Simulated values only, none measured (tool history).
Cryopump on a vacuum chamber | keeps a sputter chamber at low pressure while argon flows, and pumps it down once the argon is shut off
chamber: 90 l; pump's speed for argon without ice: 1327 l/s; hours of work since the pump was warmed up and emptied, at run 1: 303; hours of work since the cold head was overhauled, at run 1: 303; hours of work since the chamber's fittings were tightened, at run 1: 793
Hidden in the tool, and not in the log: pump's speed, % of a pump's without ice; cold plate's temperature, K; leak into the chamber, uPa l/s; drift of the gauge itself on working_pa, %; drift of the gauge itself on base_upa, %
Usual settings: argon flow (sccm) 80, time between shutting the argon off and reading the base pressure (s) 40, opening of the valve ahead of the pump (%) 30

run,hour,argon flow (sccm),time between shutting the argon off and reading the base pressure (s),opening of the valve ahead of the pump (%),hours of work since the pump was warmed up and emptied,hours of work since the cold head was overhauled,hours of work since the chamber's fittings were tightened,pressure while argon flows (Pa),pressure after the wait (uPa)
1,0.0,80,40,30,303,303,793,0.3476,3.28
2,71.1,80,40,30,332,332,822,0.3490,3.32
3,128.2,80,40,30,355,355,845,0.3472,3.37
4,188.6,80,40,30,379,379,869,0.3492,3.35
5,234.0,80,40,30,397,397,888,0.3500,3.41
6,278.2,80,40,30,415,415,905,0.3509,3.39
7,353.1,71,40,30,445,445,936,0.3122,3.44
8,426.0,71,40,30,475,475,965,0.3145,3.37
9,475.8,71,40,30,495,495,985,0.3128,3.50
10,523.2,71,40,30,514,514,1004,0.3137,3.50
11,557.4,80,40,29,528,528,1018,0.3662,3.53
12,599.8,80,40,29,545,545,1035,0.3684,3.53
13,679.8,80,40,29,577,577,1067,0.3694,3.62
14,731.0,80,40,29,598,598,1088,0.3675,3.53
15,783.2,80,40,29,619,619,1109,0.3659,3.62
16,834.2,80,40,29,640,640,1130,0.3720,3.65
17,870.2,104,155,25,654,654,1144,0.5539,1.69
18,944.8,80,22,22,684,684,1174,0.4841,5.75
19,1023.6,80,22,22,716,716,1206,0.4861,5.72
20,1057.0,80,152,39,729,729,1220,0.2834,1.74
21,1097.2,80,152,39,746,746,1236,0.2847,1.78
22,1134.3,80,152,39,761,761,1251,0.2839,1.84
23,1174.0,112,188,35,777,777,1267,0.4416,1.78
24,1214.9,104,201,49,793,793,1283,0.3048,1.66
25,1270.5,91,112,26,816,816,1306,0.4759,2.15
26,1326.7,80,38,30,838,838,1328,0.3678,3.93
27,1397.8,140,86,30,867,867,1357,0.6430,2.37
28,1470.2,140,86,30,896,896,1386,0.6435,2.48
29,1547.1,38,34,30,927,927,1417,0.1758,4.51
# hour 1578.7: pump warmed up, emptied and cooled again
30,1628.5,76,92,37,20,958,1448,0.2623,2.17
31,1675.1,76,92,37,39,977,1467,0.2618,2.06

Forecast each of these 4 alternatives for the next run:
A,1737.6,68,90,37,64,1002,1492,?,?
B,1737.6,76,187,15,64,1002,1492,?,?
C,1737.6,76,39,37,64,1002,1492,?,?
D,1737.6,80,40,50,64,1002,1492,?,?

run,pressure while argon flows (Pa),pressure after the wait (uPa)
A,0.2368,2.20
B,0.6488,1.61
C,0.2623,3.77
D,0.2075,3.64
Without the tool's hidden state the same runs would have given:
run,pressure while argon flows (Pa),pressure after the wait (uPa)
A,0.2345,1.38
B,0.6463,0.78
C,0.2598,2.94
D,0.2048,2.82
